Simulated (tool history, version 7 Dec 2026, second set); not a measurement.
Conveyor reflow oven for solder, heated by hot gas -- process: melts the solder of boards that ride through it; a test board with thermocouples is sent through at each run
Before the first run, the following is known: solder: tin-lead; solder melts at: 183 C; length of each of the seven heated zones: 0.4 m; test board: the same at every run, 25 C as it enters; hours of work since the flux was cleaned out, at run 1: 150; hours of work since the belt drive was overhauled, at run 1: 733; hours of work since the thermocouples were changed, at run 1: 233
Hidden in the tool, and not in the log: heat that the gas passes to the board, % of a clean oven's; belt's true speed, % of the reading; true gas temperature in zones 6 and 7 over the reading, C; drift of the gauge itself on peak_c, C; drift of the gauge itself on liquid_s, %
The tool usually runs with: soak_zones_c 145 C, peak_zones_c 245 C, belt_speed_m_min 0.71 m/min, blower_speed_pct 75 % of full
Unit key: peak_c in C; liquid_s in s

| run | hour | soak_zones_c | peak_zones_c | belt_speed_m_min | blower_speed_pct | hours of work since the flux was cleaned out | hours of work since the belt drive was overhauled | hours of work since the thermocouples were changed | peak_c | liquid_s |
|---|---|---|---|---|---|---|---|---|---|---|
| 1 | 0 | 145 | 245 | 0.71 | 75 | 150 | 733 | 233 | 228.1 | 59.3 |
|  | 29.8 | flux residue cleaned out of gas plates and filters |
| 2 | 52.5 | 145 | 245 | 0.71 | 75 | 18 | 770 | 270 | 229.5 | 60.7 |
| 3 | 85.8 | 145 | 245 | 0.71 | 75 | 44 | 796 | 296 | 229.2 | 60.8 |
| 4 | 125.3 | 145 | 245 | 0.71 | 75 | 75 | 827 | 327 | 229 | 60.1 |
| 5 | 158.2 | 145 | 245 | 0.71 | 62 | 101 | 853 | 353 | 224.8 | 58 |
| 6 | 205.7 | 145 | 245 | 0.71 | 75 | 138 | 890 | 390 | 228.5 | 60.3 |
|  | 250.7 | flux residue cleaned out of gas plates and filters |
| 7 | 266.7 | 145 | 245 | 0.71 | 72 | 13 | 934 | 434 | 229.7 | 61.1 |
| 8 | 306.5 | 145 | 245 | 0.71 | 75 | 44 | 965 | 465 | 230 | 61.5 |
| 9 | 361.8 | 145 | 245 | 0.71 | 75 | 87 | 1008 | 509 | 229.3 | 61.4 |
|  | 380 | thermocouples of zones 6 and 7 changed |
| 10 | 419.4 | 145 | 245 | 0.803 | 75 | 131 | 1052 | 31 | 224.1 | 50.8 |
| 11 | 461.7 | 145 | 245 | 0.803 | 75 | 164 | 1085 | 64 | 223.2 | 50.5 |
|  | 471.1 | flux residue cleaned out of gas plates and filters |
| 12 | 507 | 145 | 245 | 0.803 | 75 | 28 | 1117 | 96 | 225.2 | 51.6 |
| 13 | 546.5 | 145 | 245 | 0.71 | 75 | 59 | 1148 | 127 | 228.9 | 61 |
| 14 | 586.1 | 145 | 245 | 0.71 | 86 | 90 | 1179 | 158 | 230.7 | 62.4 |
| 15 | 638.2 | 132 | 245 | 0.71 | 86 | 131 | 1219 | 198 | 229.7 | 57 |
|  | 691.9 | flux residue cleaned out of gas plates and filters |
| 16 | 692.2 | 149 | 245 | 0.795 | 75 | 0 | 1258 | 237 | 227.7 | 54.9 |
| 17 | 718.3 | 149 | 245 | 0.795 | 75 | 21 | 1278 | 257 | 227.1 | 54.8 |
| 18 | 758.6 | 149 | 241 | 0.601 | 68 | 52 | 1310 | 289 | 230.2 | 74.3 |
| 19 | 805.9 | 158 | 245 | 0.71 | 75 | 89 | 1347 | 326 | 231.8 | 66.2 |
| 20 | 858.7 | 158 | 245 | 0.71 | 75 | 131 | 1388 | 367 | 231.1 | 67 |
| 21 | 897.1 | 158 | 245 | 0.71 | 75 | 161 | 1418 | 397 | 231.4 | 67.2 |
|  | 910 | flux residue cleaned out of gas plates and filters |
| 22 | 942.4 | 145 | 255 | 0.763 | 75 | 25 | 1450 | 429 | 237.2 | 59.9 |
| 23 | 994.4 | 145 | 255 | 0.763 | 75 | 66 | 1491 | 470 | 236.1 | 60.2 |
| 24 | 1046.9 | 145 | 255 | 0.763 | 75 | 107 | 1532 | 511 | 235.5 | 59.6 |
|  | 1063.2 | thermocouples of zones 6 and 7 changed |
| 25 | 1092.7 | 136 | 255 | 0.763 | 83 | 142 | 1566 | 23 | 235.2 | 57 |
|  | 1133.8 | flux residue cleaned out of gas plates and filters |
| 26 | 1155.8 | 141 | 245 | 0.71 | 74 | 17 | 1612 | 69 | 228.9 | 60.1 |
|  | 1183.8 | belt drive overhauled, speed set with a stopwatch |
| 27 | 1187 | 141 | 245 | 0.71 | 74 | 39 | 2 | 90 | 227.1 | 57.2 |
| 28 | 1216.1 | 142 | 245 | 0.758 | 73 | 61 | 25 | 113 | 225 | 52.8 |
| 29 | 1273.4 | 142 | 245 | 0.803 | 73 | 106 | 70 | 158 | 222.4 | 48.3 |
| 30 | 1323.3 | 142 | 245 | 0.803 | 73 | 145 | 109 | 197 | 221.9 | 47.9 |

Measured minus without-hidden-state, run by run (identical run-to-run variation in each term; gauge scatter may differ):
| run | peak_c | liquid_s |
|---|---|---|
| 1 | -0.8 | +0.4 |
| 2 | +1 | +1.5 |
| 3 | +0.8 | +1.4 |
| 4 | +0.5 | +1.2 |
| 5 | +0.3 | +1.2 |
| 6 | -0.2 | +1 |
| 7 | +1.5 | +2 |
| 8 | +1.2 | +1.9 |
| 9 | +0.8 | +1.7 |
| 10 | -0.8 | +0.7 |
| 11 | -1.2 | +0.5 |
| 12 | +0.7 | +1.6 |
| 13 | +0.3 | +1.7 |
| 14 | -0.1 | +1.6 |
| 15 | -0.6 | +1.1 |
| 16 | +1.5 | +2.3 |
| 17 | +1.4 | +2.2 |
| 18 | +1 | +2.6 |
| 19 | +0.7 | +2.2 |
| 20 | +0.4 | +2.1 |
| 21 | +0.1 | +2.1 |
| 22 | +1.8 | +2.6 |
| 23 | +1.3 | +2.5 |
| 24 | +0.8 | +2.3 |
| 25 | -0.7 | +1.6 |
| 26 | +1.3 | +2.8 |
| 27 | -0.1 | -0.1 |
| 28 | -0.5 | -0.3 |
| 29 | -1 | -0.5 |
| 30 | -1.3 | -0.8 |
